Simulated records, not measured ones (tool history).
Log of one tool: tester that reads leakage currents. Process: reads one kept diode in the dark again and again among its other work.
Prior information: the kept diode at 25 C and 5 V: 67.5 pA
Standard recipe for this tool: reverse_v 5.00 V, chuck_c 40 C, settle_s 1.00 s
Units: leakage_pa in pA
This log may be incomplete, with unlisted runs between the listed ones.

run    hour  reverse_v  chuck_c  settle_s  leakage_pa
  1     0.0       5.00       40      1.00      249.49
  2    64.0       5.00       40      1.00      249.24
  3   163.4       5.00       49      1.00      502.70
  4   228.4       5.00       49      1.00      506.86
  5   325.1      11.83       40      1.00      327.98
  6   438.2       5.00       40      1.00      250.97
  7   524.7       5.00       40      1.00      250.76
  8   631.6       5.00       40      1.00      251.42
  9   734.8      11.63       40      1.00      327.80
 10   847.1       5.00       40      1.00      251.36
 11   954.4       5.00       40      1.00      252.95
 12  1006.9       5.00       40      1.00      252.84
 13  1099.0       5.00       40      1.00      253.81
 14  1169.7       5.00       40      1.00      254.25
 15  1262.9       5.00       40      1.00      255.59
 16  1368.7       8.84       40      1.00      305.73
 17  1465.9       8.84       40      1.00      307.23
 18  1552.6       8.84       40      1.00      307.95
 19  1620.8       8.84       40      1.00      309.05
 20  1694.4       8.84       40      1.00      310.19
 21  1803.4      13.66       22      0.33       95.67
 22  1860.7       8.77       56      4.81     1035.54
 23  1924.6       6.27       42      2.49      323.74
     1946.9  -- probe card cleaned and baked
 24  2043.3       6.27       42      2.49      320.05
 25  2128.0       5.52       33      1.00      148.62
 26  2235.7       3.81       33      1.00      132.06
 27  2282.5       3.81       33      1.00      132.77
 28  2392.3       5.00       39      2.03      236.39
 29  2491.1      11.33       51      9.63      775.78
 30  2562.6       1.05       44      9.63      217.18
 31  2654.4       1.05       32      8.21       81.44
 32  2704.6       7.74       32      8.21      152.57
 33  2782.6       7.74       32      8.21      152.42
 34  2854.0      19.63       56      0.49     1349.32
 35  2916.2      19.63       56      0.49     1346.97
 36  3013.0      19.63       56      0.49     1353.11

Predict each of these 4 candidate next runs independently; none follows another, all start after run 36:
  A  3110.2       1.58       27      0.89           ?
  B  3110.2       8.62       27      1.81           ?
  C  3110.2       6.77       38      0.44           ?
  D  3110.2       5.19       23      0.70           ?

run  leakage_pa
  A       61.07
  B      106.26
  C      246.24
  D       65.25
With no hidden state in the tool, these same runs would have given:
run  leakage_pa
  A       57.04
  B       97.03
  C      230.57
  D       59.61
